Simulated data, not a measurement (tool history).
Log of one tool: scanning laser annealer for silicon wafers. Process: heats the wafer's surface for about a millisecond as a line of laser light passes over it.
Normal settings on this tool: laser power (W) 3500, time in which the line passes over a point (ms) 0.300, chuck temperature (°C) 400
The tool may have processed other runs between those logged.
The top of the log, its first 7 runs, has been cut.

run    day  laser power (W)  time in which the line passes over a point (ms)  chuck temperature (°C)  hours of work since the window was cleaned  hours of work since the power meter was calibrated  hours of work since the optics were aligned  highest temperature of the surface (°C)
  8  2.042             3500                                            0.300                     400                                          17                                                  70                                         1489                                     1145
  9  2.233             3500                                            0.300                     400                                          20                                                  73                                         1492                                     1145
 10  2.492             3611                                            0.300                     400                                          24                                                  77                                         1497                                     1170
 11  2.796             3611                                            0.300                     400                                          29                                                  82                                         1502                                     1165
 12  3.117             3611                                            0.300                     400                                          35                                                  87                                         1507                                     1171
 13  3.342             3611                                            0.300                     400                                          38                                                  91                                         1511                                     1168
 14  3.625             3611                                            0.300                     400                                          43                                                  96                                         1515                                     1164
 15  3.804             3611                                            0.300                     400                                          46                                                  99                                         1518                                     1165
 16  3.996             3611                                            0.300                     400                                          49                                                 102                                         1521                                     1165
 17  4.179             2988                                            0.300                     400                                          52                                                 105                                         1524                                     1027
 18  4.571             2988                                            0.300                     400                                          59                                                 111                                         1531                                     1030
 19  4.812             2988                                            0.213                     380                                          63                                                 115                                         1535                                      909

Run 20 has not been measured yet. What should we expect?
 20  4.983             3604                                            0.300                     369                                          65                                                 118                                         1538                                        ?

highest temperature of the surface (°C): 1136
Had the tool carried no hidden state, the very same run would have given highest temperature of the surface (°C) 1154.
